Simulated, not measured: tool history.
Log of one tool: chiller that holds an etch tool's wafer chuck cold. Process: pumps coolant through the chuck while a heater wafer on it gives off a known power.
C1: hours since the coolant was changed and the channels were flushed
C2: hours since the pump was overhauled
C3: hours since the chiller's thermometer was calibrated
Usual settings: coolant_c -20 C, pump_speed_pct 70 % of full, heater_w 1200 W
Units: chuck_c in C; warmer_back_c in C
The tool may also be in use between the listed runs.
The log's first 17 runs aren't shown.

Run 18, hour 2373.9: usual settings but coolant_c -21 C, pump_speed_pct 88 % of full; C1 739; C2 1619; C3 3339. Result: chuck_c -13.18 C, warmer_back_c 3.62 C.
Run 19, hour 2541.7: usual settings but coolant_c -21 C; C1 907; C2 1787; C3 3507. Result: chuck_c -11.87 C, warmer_back_c 4.64 C.
Run 20, hour 2724.7: usual settings but coolant_c -21 C; C1 1090; C2 1970; C3 3690. Result: chuck_c -11.80 C, warmer_back_c 4.67 C.
Run 21, hour 2922.0: usual settings but coolant_c -21 C; C1 1287; C2 2167; C3 3887. Result: chuck_c -11.67 C, warmer_back_c 4.61 C.
Run 22, hour 3110.4: usual settings but pump_speed_pct 63 % of full, heater_w 828 W; C1 1476; C2 2355; C3 4076. Result: chuck_c -13.25 C, warmer_back_c 3.56 C.
Run 23, hour 3297.3: usual settings but coolant_c -25 C, pump_speed_pct 85 % of full, heater_w 1576 W; C1 1663; C2 2542; C3 4263. Result: chuck_c -14.20 C, warmer_back_c 4.90 C.
Run 24, hour 3475.3: usual settings but coolant_c -25 C, pump_speed_pct 85 % of full, heater_w 1576 W; C1 1841; C2 2720; C3 4441. Result: chuck_c -14.10 C, warmer_back_c 4.95 C.
At hour 3548.4: chiller's thermometer calibrated.
Run 25, hour 3563.4: usual settings but coolant_c -25 C, pump_speed_pct 85 % of full, heater_w 1576 W; C1 1928; C2 2807; C3 15. Result: chuck_c -14.00 C, warmer_back_c 4.99 C.
Run 26, hour 3761.3: usual settings but pump_speed_pct 86 % of full, heater_w 1201 W; C1 2126; C2 3005; C3 213. Result: chuck_c -11.43 C, warmer_back_c 3.71 C.
Run 27, hour 3919.7: usual settings but pump_speed_pct 65 % of full, heater_w 1712 W; C1 2284; C2 3164; C3 371. Result: chuck_c -5.57 C, warmer_back_c 7.24 C.
Run 28, hour 4068.7: usual settings but coolant_c -27 C, pump_speed_pct 97 % of full, heater_w 1712 W; C1 2433; C2 3313; C3 520. Result: chuck_c -16.04 C, warmer_back_c 4.71 C.
Run 29, hour 4219.9: usual settings but coolant_c -24 C, pump_speed_pct 75 % of full; C1 2584; C2 3464; C3 671. Result: chuck_c -14.76 C, warmer_back_c 4.31 C.
Run 30, hour 4378.4: usual settings but pump_speed_pct 92 % of full, heater_w 1650 W; C1 2743; C2 3622; C3 830. Result: chuck_c -9.01 C, warmer_back_c 4.87 C.
Run 31, hour 4565.4: usual settings but coolant_c -25 C, pump_speed_pct 69 % of full, heater_w 756 W; C1 2930; C2 3809; C3 1017. Result: chuck_c -18.97 C, warmer_back_c 3.01 C.
Run 32, hour 4729.3: usual settings but coolant_c -25 C, pump_speed_pct 69 % of full, heater_w 756 W; C1 3094; C2 3973; C3 1181. Result: chuck_c -18.99 C, warmer_back_c 2.99 C.

Forecast each of these 3 alternatives for the next run:
Run A, hour 4854.4: usual settings but coolant_c -25 C, pump_speed_pct 69 % of full, heater_w 855 W; C1 3219; C2 4098; C3 1306. Result: chuck_c ?, warmer_back_c ?.
Run B, hour 4854.4: usual settings but coolant_c -17 C, pump_speed_pct 63 % of full, heater_w 1521 W; C1 3219; C2 4098; C3 1306. Result: chuck_c ?, warmer_back_c ?.
Run C, hour 4854.4: usual settings but coolant_c -30 C, pump_speed_pct 69 % of full, heater_w 756 W; C1 3219; C2 4098; C3 1306. Result: chuck_c ?, warmer_back_c ?.

run  chuck_c  warmer_back_c
  A   -17.92           3.38
  B    -3.97           6.64
  C   -23.87           3.01
Without the tool's hidden state the same runs would have given:
run  chuck_c  warmer_back_c
  A   -18.18           3.25
  B    -4.61           6.39
  C   -24.08           2.90
